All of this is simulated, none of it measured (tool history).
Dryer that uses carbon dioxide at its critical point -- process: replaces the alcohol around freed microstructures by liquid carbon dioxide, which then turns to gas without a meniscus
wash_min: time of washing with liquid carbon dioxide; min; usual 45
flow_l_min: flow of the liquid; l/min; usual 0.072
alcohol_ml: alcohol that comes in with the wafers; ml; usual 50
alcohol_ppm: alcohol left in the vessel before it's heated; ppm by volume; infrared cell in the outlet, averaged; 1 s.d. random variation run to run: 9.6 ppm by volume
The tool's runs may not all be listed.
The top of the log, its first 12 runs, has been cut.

run    day  wash_min  flow_l_min  alcohol_ml  alcohol_ppm
 13  3.438        45       0.072          60          832
 14  3.775        45       0.072          60          842
 15  4.017        45       0.072          50          696
 16  4.204        45       0.072          50          706
 17  4.504        45       0.072          50          704
 18  4.846        45       0.072          50          707
 19  5.217        45       0.072          50          709
 20  5.612        45       0.072          50          739
 21  5.892        45       0.072          50          709
 22  6.158        45       0.072          50          731
 23  6.358        45       0.072          73         1055
 24  6.567        45      0.1169          73           53

Run 25 has not been measured yet. What should we expect?
 25  6.954        45      0.0965         116            ?

alcohol_ppm: 326 ppm by volume
The same run, on a tool lacking any hidden state, would have yielded alcohol_ppm 216 ppm by volume.
